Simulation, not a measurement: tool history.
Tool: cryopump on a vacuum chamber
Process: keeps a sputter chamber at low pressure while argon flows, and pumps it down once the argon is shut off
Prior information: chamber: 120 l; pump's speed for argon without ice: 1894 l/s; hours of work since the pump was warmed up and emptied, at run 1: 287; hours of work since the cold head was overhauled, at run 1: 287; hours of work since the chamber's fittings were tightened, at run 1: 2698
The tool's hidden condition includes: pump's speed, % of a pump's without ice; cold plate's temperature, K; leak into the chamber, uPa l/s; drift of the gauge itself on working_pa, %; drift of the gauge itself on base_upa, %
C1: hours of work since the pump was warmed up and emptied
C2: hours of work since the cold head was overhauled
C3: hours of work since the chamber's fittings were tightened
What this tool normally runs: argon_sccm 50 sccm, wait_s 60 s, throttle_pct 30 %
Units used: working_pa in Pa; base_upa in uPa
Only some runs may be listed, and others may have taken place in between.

{"run": 1, "hour": 0.0, "argon_sccm": 50, "wait_s": 60, "throttle_pct": 30, "C1": 287, "C2": 287, "C3": 2698, "working_pa": 0.1546, "base_upa": 2.9}
{"run": 2, "hour": 22.5, "argon_sccm": 50, "wait_s": 60, "throttle_pct": 30, "C1": 303, "C2": 303, "C3": 2714, "working_pa": 0.155, "base_upa": 3.01}
{"run": 3, "hour": 41.2, "argon_sccm": 50, "wait_s": 60, "throttle_pct": 30, "C1": 316, "C2": 316, "C3": 2727, "working_pa": 0.1552, "base_upa": 2.99}
{"run": 4, "hour": 58.2, "argon_sccm": 50, "wait_s": 60, "throttle_pct": 30, "C1": 328, "C2": 328, "C3": 2739, "working_pa": 0.156, "base_upa": 2.99}
{"run": 5, "hour": 69.1, "argon_sccm": 50, "wait_s": 60, "throttle_pct": 30, "C1": 336, "C2": 336, "C3": 2747, "working_pa": 0.1574, "base_upa": 3.12}
{"run": 6, "hour": 91.1, "argon_sccm": 50, "wait_s": 60, "throttle_pct": 30, "C1": 351, "C2": 351, "C3": 2762, "working_pa": 0.1568, "base_upa": 3.05}
{"run": 7, "hour": 103.3, "argon_sccm": 50, "wait_s": 60, "throttle_pct": 30, "C1": 360, "C2": 360, "C3": 2771, "working_pa": 0.157, "base_upa": 2.99}
{"run": 8, "hour": 118.6, "argon_sccm": 50, "wait_s": 60, "throttle_pct": 30, "C1": 371, "C2": 371, "C3": 2782, "working_pa": 0.1546, "base_upa": 3.02}
{"run": 9, "hour": 136.0, "argon_sccm": 50, "wait_s": 38, "throttle_pct": 30, "C1": 383, "C2": 383, "C3": 2794, "working_pa": 0.158, "base_upa": 3.68}
{"run": 10, "hour": 155.9, "argon_sccm": 50, "wait_s": 60, "throttle_pct": 22, "C1": 397, "C2": 397, "C3": 2808, "working_pa": 0.211, "base_upa": 3.06}
{"run": 11, "hour": 175.1, "argon_sccm": 50, "wait_s": 60, "throttle_pct": 45, "C1": 411, "C2": 411, "C3": 2822, "working_pa": 0.109, "base_upa": 3.17}
{"run": 12, "hour": 192.8, "argon_sccm": 50, "wait_s": 60, "throttle_pct": 45, "C1": 423, "C2": 423, "C3": 2834, "working_pa": 0.1089, "base_upa": 3.17}
{"run": 13, "hour": 207.4, "argon_sccm": 50, "wait_s": 47, "throttle_pct": 45, "C1": 433, "C2": 433, "C3": 2844, "working_pa": 0.1093, "base_upa": 3.48}
{"run": 14, "hour": 222.8, "argon_sccm": 50, "wait_s": 47, "throttle_pct": 45, "C1": 444, "C2": 444, "C3": 2855, "working_pa": 0.1096, "base_upa": 3.58}
{"run": 15, "hour": 233.6, "argon_sccm": 50, "wait_s": 47, "throttle_pct": 45, "C1": 452, "C2": 452, "C3": 2863, "working_pa": 0.1104, "base_upa": 3.41}
{"run": 16, "hour": 254.1, "argon_sccm": 50, "wait_s": 55, "throttle_pct": 30, "C1": 466, "C2": 466, "C3": 2877, "working_pa": 0.1601, "base_upa": 3.42}
{"hour": 263.8, "done": "pump warmed up, emptied and cooled again"}
{"run": 17, "hour": 281.1, "argon_sccm": 50, "wait_s": 55, "throttle_pct": 30, "C1": 12, "C2": 482, "C3": 2893, "working_pa": 0.1507, "base_upa": 2.89}
{"run": 18, "hour": 295.2, "argon_sccm": 49, "wait_s": 111, "throttle_pct": 30, "C1": 22, "C2": 492, "C3": 2903, "working_pa": 0.1459, "base_upa": 2.44}
{"run": 19, "hour": 319.6, "argon_sccm": 27, "wait_s": 45, "throttle_pct": 39, "C1": 39, "C2": 509, "C3": 2920, "working_pa": 0.062, "base_upa": 3.18}
{"run": 20, "hour": 341.3, "argon_sccm": 27, "wait_s": 45, "throttle_pct": 39, "C1": 55, "C2": 524, "C3": 2935, "working_pa": 0.0631, "base_upa": 3.33}
{"run": 21, "hour": 361.8, "argon_sccm": 50, "wait_s": 74, "throttle_pct": 30, "C1": 69, "C2": 539, "C3": 2950, "working_pa": 0.1522, "base_upa": 2.83}
{"run": 22, "hour": 376.3, "argon_sccm": 32, "wait_s": 28, "throttle_pct": 30, "C1": 79, "C2": 549, "C3": 2960, "working_pa": 0.0971, "base_upa": 4.08}
{"run": 23, "hour": 389.4, "argon_sccm": 55, "wait_s": 50, "throttle_pct": 23, "C1": 89, "C2": 559, "C3": 2969, "working_pa": 0.2167, "base_upa": 3.12}
{"run": 24, "hour": 409.5, "argon_sccm": 81, "wait_s": 207, "throttle_pct": 43, "C1": 103, "C2": 573, "C3": 2984, "working_pa": 0.1724, "base_upa": 2.26}
{"run": 25, "hour": 424.3, "argon_sccm": 62, "wait_s": 207, "throttle_pct": 43, "C1": 113, "C2": 583, "C3": 2994, "working_pa": 0.1341, "base_upa": 2.42}
{"run": 26, "hour": 441.1, "argon_sccm": 28, "wait_s": 285, "throttle_pct": 36, "C1": 125, "C2": 595, "C3": 3006, "working_pa": 0.0717, "base_upa": 2.26}
{"run": 27, "hour": 459.2, "argon_sccm": 26, "wait_s": 161, "throttle_pct": 45, "C1": 138, "C2": 608, "C3": 3019, "working_pa": 0.0531, "base_upa": 2.48}
{"run": 28, "hour": 472.2, "argon_sccm": 50, "wait_s": 232, "throttle_pct": 19, "C1": 147, "C2": 617, "C3": 3028, "working_pa": 0.2397, "base_upa": 2.34}
{"run": 29, "hour": 486.6, "argon_sccm": 87, "wait_s": 203, "throttle_pct": 30, "C1": 157, "C2": 627, "C3": 3038, "working_pa": 0.267, "base_upa": 2.43}
{"run": 30, "hour": 502.8, "argon_sccm": 87, "wait_s": 203, "throttle_pct": 30, "C1": 169, "C2": 639, "C3": 3049, "working_pa": 0.2649, "base_upa": 2.43}

Expected results for the next run?
{"run": 31, "hour": 528.8, "argon_sccm": 87, "wait_s": 203, "throttle_pct": 30, "C1": 187, "C2": 657, "C3": 3068, "working_pa": "?", "base_upa": "?"}

{"run 31": {"working_pa": 0.266, "base_upa": 2.44}}
Without the tool's hidden state the same run would have given working_pa 0.2578 Pa, base_upa 0.45 uPa.
